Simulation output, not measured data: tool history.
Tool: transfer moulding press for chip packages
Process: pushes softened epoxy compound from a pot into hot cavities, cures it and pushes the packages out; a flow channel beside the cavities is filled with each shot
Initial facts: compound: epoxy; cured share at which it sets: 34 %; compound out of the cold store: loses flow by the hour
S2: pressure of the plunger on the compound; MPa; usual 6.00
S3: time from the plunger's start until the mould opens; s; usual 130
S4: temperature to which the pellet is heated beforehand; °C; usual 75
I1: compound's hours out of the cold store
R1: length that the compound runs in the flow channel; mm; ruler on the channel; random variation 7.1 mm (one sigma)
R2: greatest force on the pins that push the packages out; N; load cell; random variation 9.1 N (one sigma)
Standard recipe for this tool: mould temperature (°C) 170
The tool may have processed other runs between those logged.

Run 1, hour 0.0: usual settings; I1 30.5. Result: R1 827 mm, R2 622 N.
Run 2, hour 33.6: usual settings; I1 15.6. Result: R1 882 mm, R2 773 N.
At hour 38.0: cavities cleaned with cleaning compound and waxed.
Run 3, hour 64.9: usual settings; I1 27.2. Result: R1 836 mm, R2 626 N.
Run 4, hour 80.5: usual settings but S4 76 °C; I1 9.9. Result: R1 891 mm, R2 732 N.
Run 5, hour 98.7: usual settings; I1 34.0. Result: R1 815 mm, R2 701 N.
At hour 112.0: cavities cleaned with cleaning compound and waxed.
Run 6, hour 115.6: usual settings; I1 22.1. Result: R1 864 mm, R2 440 N.
Run 7, hour 139.8: usual settings; I1 10.2. Result: R1 892 mm, R2 635 N.
Run 8, hour 167.9: usual settings; I1 11.0. Result: R1 897 mm, R2 770 N.
At hour 177.1: mould's thermocouples calibrated.
At hour 186.2: cavities cleaned with cleaning compound and waxed.
Run 9, hour 194.2: usual settings; I1 46.8. Result: R1 761 mm, R2 504 N.
Run 10, hour 219.3: usual settings but S2 6.63 MPa, S4 83 °C; I1 28.4. Result: R1 878 mm, R2 635 N.
Run 11, hour 239.4: usual settings but S2 6.63 MPa, S3 110 s, S4 83 °C; I1 23.0. Result: R1 889 mm, R2 1021 N.
At hour 259.6: cavities cleaned with cleaning compound and waxed.
Run 12, hour 273.9: usual settings but S2 4.58 MPa, S4 70 °C; I1 40.4. Result: R1 678 mm, R2 554 N.
Run 13, hour 295.7: usual settings but S2 6.46 MPa; I1 45.1. Result: R1 789 mm, R2 677 N.
Run 14, hour 313.5: usual settings but S2 5.79 MPa; I1 14.1. Result: R1 849 mm, R2 784 N.
At hour 325.9: plunger's sealing rings changed.
At hour 336.1: cavities cleaned with cleaning compound and waxed.
Run 15, hour 337.6: usual settings but mould temperature (°C) 169, S3 133 s; I1 34.3. Result: R1 843 mm, R2 447 N.

Consider 3 possible next runs. They are alternatives, not a sequence: every one starts from the tool as it was left by run 15. What does each give?
Run A, hour 365.5: usual settings but mould temperature (°C) 171, S3 152 s; I1 43.8. Result: R1 ?, R2 ?.
Run B, hour 365.5: usual settings but mould temperature (°C) 169, S2 4.67 MPa, S3 133 s; I1 34.7. Result: R1 ?, R2 ?.
Run C, hour 365.5: usual settings but mould temperature (°C) 169, S2 6.52 MPa, S3 133 s; I1 33.2. Result: R1 ?, R2 ?.

run   R1   R2
  A  795  521
  B  735  646
  C  893  649
Had the tool no hidden state, the same runs would have come out as:
run   R1   R2
  A  799  337
  B  739  422
  C  898  426
